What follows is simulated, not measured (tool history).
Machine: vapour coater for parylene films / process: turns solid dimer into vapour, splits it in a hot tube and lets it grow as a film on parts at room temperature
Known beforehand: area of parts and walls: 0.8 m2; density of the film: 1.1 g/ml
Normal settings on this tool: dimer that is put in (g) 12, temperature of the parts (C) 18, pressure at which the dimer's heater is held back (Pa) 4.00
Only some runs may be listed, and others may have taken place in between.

| run | hour | dimer that is put in (g) | temperature of the parts (C) | pressure at which the dimer's heater is held back (Pa) | thickness of the film (nm) |
|---|---|---|---|---|---|
| 1 | 0.0 | 12 | 18 | 4.00 | 10920 |
| 2 | 12.2 | 12 | 18 | 4.00 | 10870 |
| 3 | 25.5 | 8 | 18 | 4.00 | 7250 |
| 4 | 33.5 | 8 | 18 | 4.00 | 7180 |
| 5 | 47.5 | 10 | 18 | 4.00 | 9060 |
| 6 | 56.8 | 10 | 18 | 4.00 | 9010 |
| 7 | 75.8 | 10 | 18 | 10.56 | 7060 |
| 8 | 91.6 | 8 | 18 | 10.04 | 5700 |
| 9 | 105.7 | 8 | 18 | 10.04 | 5720 |
| 10 | 122.1 | 8 | 18 | 10.04 | 5670 |
| 11 | 139.2 | 8 | 18 | 10.04 | 5590 |

What if the next run were any one of these 4? Each begins from the tool's condition after run 11:
| A | 153.7 | 18 | 14 | 6.00 | ? |
| B | 153.7 | 15 | 18 | 2.11 | ? |
| C | 153.7 | 20 | 17 | 10.04 | ? |
| D | 153.7 | 15 | 15 | 5.09 | ? |

| run | thickness of the film (nm) |
|---|---|
| A | 16940 |
| B | 15530 |
| C | 14790 |
| D | 14220 |
What these runs would have given with no unlogged condition in the tool:
| run | thickness of the film (nm) |
|---|---|
| A | 18050 |
| B | 16590 |
| C | 15760 |
| D | 15150 |
